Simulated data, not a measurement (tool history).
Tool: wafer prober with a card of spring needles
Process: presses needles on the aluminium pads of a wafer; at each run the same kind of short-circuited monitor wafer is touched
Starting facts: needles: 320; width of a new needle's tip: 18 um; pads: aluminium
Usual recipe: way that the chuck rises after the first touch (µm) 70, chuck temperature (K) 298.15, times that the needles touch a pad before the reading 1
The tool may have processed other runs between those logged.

run   hour  way that the chuck rises after the first touch (µm)  chuck temperature (K)  times that the needles touch a pad before the reading  resistance of one needle with its contact and lead (mohm)  way that a needle slides on the pad (µm)
  1    0.0                                                   70                 298.15                                                      1                                                        298                                      8.91
       5.9  -- tips cleaned on abrasive film
  2    8.4                                                   70                 298.15                                                      1                                                        290                                      8.90
      14.6  -- height of the first contact set anew
  3   14.7                                                   70                 298.15                                                      1                                                        303                                      9.04
      16.8  -- tips cleaned on abrasive film
  4   22.8                                                   70                 298.15                                                      1                                                        304                                      9.04
      28.0  -- tips cleaned on abrasive film
  5   32.9                                                   57                 298.15                                                      1                                                        317                                      7.33
      38.9  -- tips cleaned on abrasive film
  6   41.2                                                   57                 298.15                                                      1                                                        298                                      7.31
      49.6  -- tips cleaned on abrasive film
  7   52.0                                                   62                 298.15                                                      1                                                        294                                      7.96
  8   57.6                                                   70                 298.15                                                      1                                                        304                                      8.98
      60.3  -- tips cleaned on abrasive film
  9   66.1                                                   70                 298.15                                                      1                                                        303                                      8.96
      70.8  -- tips cleaned on abrasive film
 10   70.8                                                   70                 298.15                                                      1                                                        272                                      8.97
 11   80.3                                                   70                 298.15                                                      1                                                        313                                      8.97
      81.8  -- tips cleaned on abrasive film
 12   89.0                                                   70                 298.15                                                      1                                                        304                                      8.96
      92.5  -- tips cleaned on abrasive film
 13   96.5                                                   70                 298.15                                                      1                                                        293                                      8.94
     103.5  -- tips cleaned on abrasive film
 14  107.5                                                   70                 298.15                                                      1                                                        295                                      8.92
     114.4  -- tips cleaned on abrasive film
 15  114.7                                                   61                 388.15                                                      2                                                        306                                      7.74
 16  124.1                                                   63                 388.15                                                      2                                                        328                                      8.02
     125.3  -- tips cleaned on abrasive film
 17  131.4                                                   64                 307.15                                                      2                                                        297                                      8.12
     136.0  -- tips cleaned on abrasive film
 18  136.0                                                   80                 390.15                                                      1                                                        297                                     10.19
 19  141.6                                                   79                 298.15                                                      2                                                        284                                     10.06
 20  146.0                                                   54                 360.15                                                      2                                                        342                                      6.82
     146.6  -- tips cleaned on abrasive film
 21  155.5                                                   54                 360.15                                                      2                                                        332                                      6.85
     157.9  -- tips cleaned on abrasive film
 22  160.3                                                   54                 360.15                                                      2                                                        311                                      6.83
     164.4  -- height of the first contact set anew
     168.7  -- tips cleaned on abrasive film
 23  169.4                                                   54                 360.15                                                      2                                                        304                                      6.95
     179.8  -- tips cleaned on abrasive film
 24  179.8                                                   54                 360.15                                                      2                                                        300                                      6.94
     190.7  -- tips cleaned on abrasive film
 25  190.7                                                   54                 360.15                                                      2                                                        302                                      6.93

Branching from run 25: 5 alternative next runs. What would each branch give?
  A  195.6                                                   70                 369.15                                                      2                                                          ?                                         ?
  B  195.6                                                   74                 298.15                                                      1                                                          ?                                         ?
  C  195.6                                                   70                 298.15                                                      3                                                          ?                                         ?
  D  195.6                                                   78                 360.15                                                      2                                                          ?                                         ?
  E  195.6                                                   70                 298.15                                                      2                                                          ?                                         ?

run  resistance of one needle with its contact and lead (mohm)  way that a needle slides on the pad (µm)
  A                                                        310                                      8.97
  B                                                        296                                      9.51
  C                                                        283                                      9.00
  D                                                        299                                     10.01
  E                                                        287                                      8.98
Stripped of hidden state, with their random variation kept, the same runs would have yielded:
run  resistance of one needle with its contact and lead (mohm)  way that a needle slides on the pad (µm)
  A                                                        294                                      9.01
  B                                                        270                                      9.55
  C                                                        272                                      9.04
  D                                                        286                                     10.05
  E                                                        270                                      9.02

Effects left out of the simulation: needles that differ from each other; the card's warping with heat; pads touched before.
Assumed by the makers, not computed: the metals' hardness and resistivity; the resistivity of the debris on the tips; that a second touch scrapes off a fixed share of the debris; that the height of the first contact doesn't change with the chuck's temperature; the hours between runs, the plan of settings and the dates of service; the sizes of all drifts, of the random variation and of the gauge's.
